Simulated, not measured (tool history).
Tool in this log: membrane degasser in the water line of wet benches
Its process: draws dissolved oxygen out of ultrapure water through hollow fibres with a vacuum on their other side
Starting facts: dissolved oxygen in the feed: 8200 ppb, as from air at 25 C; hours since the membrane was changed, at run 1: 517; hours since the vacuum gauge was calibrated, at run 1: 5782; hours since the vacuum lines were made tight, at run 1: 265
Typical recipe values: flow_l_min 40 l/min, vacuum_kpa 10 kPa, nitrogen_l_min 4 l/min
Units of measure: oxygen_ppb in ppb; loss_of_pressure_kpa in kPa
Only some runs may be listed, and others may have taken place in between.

run    hour  flow_l_min  vacuum_kpa  nitrogen_l_min  hours since the membrane was changed  hours since the vacuum gauge was calibrated  hours since the vacuum lines were made tight  oxygen_ppb  loss_of_pressure_kpa
  1       0          40          10               4                                   517                                         5782                                           265       174.8                 25.39
  2   159.7          40          10               4                                   677                                         5942                                           425         176                 25.06
      236.6  -- vacuum gauge calibrated
  3     440          40          10               4                                   956                                          203                                           705       180.1                 25.57
  4   716.2          40          10               4                                  1233                                          480                                           981       180.7                  25.4
  5   906.4          40          10               4                                  1423                                          670                                          1171       181.6                 25.19
  6  1107.9          40         6.8               4                                  1624                                          871                                          1373       109.1                 25.55
  7  1333.9          40         6.8               4                                  1850                                         1097                                          1599       108.8                 25.74
  8  1624.8          40          10               4                                  2141                                         1388                                          1890       183.5                 25.74
     1724.1  -- vacuum gauge calibrated, once more
  9  1790.2          40          10               4                                  2306                                           66                                          2054       169.2                 25.61
 10  2005.8          40          10               4                                  2522                                          282                                          2270         171                 25.56
 11  2187.2          40          10            1.78                                  2703                                          463                                          2451       336.4                 26.04
 12  2355.2          40          10               4                                  2871                                          631                                          2619         171                 25.98
 13  2616.7          40          10               4                                  3133                                          893                                          2881         173                 25.88
 14  2750.1          40          10           10.18                                  3266                                         1026                                          3014        79.3                 25.87
 15  2870.7          40          10               4                                  3387                                         1147                                          3135       172.9                 26.17
 16  3148.2          40          10               4                                  3664                                         1424                                          3412         173                 26.01
 17  3326.5          40          10               4                                  3842                                         1602                                          3591       174.6                 26.19
     3391.5  -- seals of the vacuum lines changed
 18  3493.6          37        23.5            2.28                                  4008                                         1768                                           102       702.9                 24.41
 19    3629          54         6.3            3.43                                  4143                                         1903                                           237       139.6                 35.55
 20  3919.8          34         9.3            2.89                                  4434                                         2194                                           528       178.3                 22.28
 21    4130          40        17.2               4                                  4644                                         2404                                           739       338.6                 26.89
 22  4258.1          28        22.4            1.93                                  4772                                         2532                                           867       606.4                 18.48
 23  4473.3          57          10               4                                  4987                                         2747                                          1082       254.8                 37.94
 24    4723          57          10               4                                  5237                                         2997                                          1332       253.4                 38.11
 25  4935.7          57          10               4                                  5450                                         3210                                          1544       257.8                 38.29
 26  5223.1          49        14.9            4.86                                  5737                                         3497                                          1832       297.8                 32.91
 27  5435.7          40          10            2.72                                  5950                                         3710                                          2044       248.1                 26.87
 28  5654.2          27         6.9            4.24                                  6168                                         3928                                          2263        66.4                 18.22
 29  5865.9          32          10               4                                  6380                                         4140                                          2474         143                 21.69
 30  6138.8          38         9.4               4                                  6653                                         4413                                          2747         159                 25.65
 31  6379.4          27          10            5.08                                  6893                                         4653                                          2988        98.2                 18.45
 32  6557.4          27          10            5.08                                  7071                                         4831                                          3166        97.2                 18.51
 33  6705.7          27          10            5.08                                  7220                                         4980                                          3314        99.1                 18.56

Below, each run's measurement less what the same run would have read without the hidden state. Both values contain the same run-to-run variation, but the gauge's scatter may not be the same in both:
The hidden state here: membrane still open, %; true pressure behind the membrane over the reading, kPa; air that leaks in behind the membrane, l/min; drift of the gauge itself on oxygen_ppb, %; drift of the gauge itself on loss_of_pressure_kpa, %.
run  oxygen_ppb  loss_of_pressure_kpa
  1        +8.5                 +0.15
  2          +9                  +0.2
  3       +12.7                 +0.28
  4       +13.4                 +0.37
  5         +14                 +0.42
  6       +14.6                 +0.47
  7       +15.1                 +0.55
  8         +16                 +0.64
  9          +2                 +0.68
 10        +2.6                 +0.74
 11        +3.2                 +0.81
 12        +3.5                 +0.86
 13        +4.3                 +0.94
 14        +3.7                 +0.98
 15        +4.9                 +1.02
 16        +5.7                 +1.11
 17        +6.3                 +1.17
 18        +5.4                 +1.13
 19       +10.2                 +1.69
 20        +6.2                 +1.14
 21        +7.5                 +1.43
 22        +6.9                 +1.02
 23       +14.1                 +2.16
 24       +15.1                 +2.28
 25       +16.3                  +2.4
 26       +13.2                 +2.18
 27       +13.5                 +1.85
 28        +6.5                 +1.29
 29        +9.4                  +1.6
 30       +12.7                 +1.97
 31        +7.4                 +1.46
 32        +7.6                 +1.51
 33          +8                 +1.53
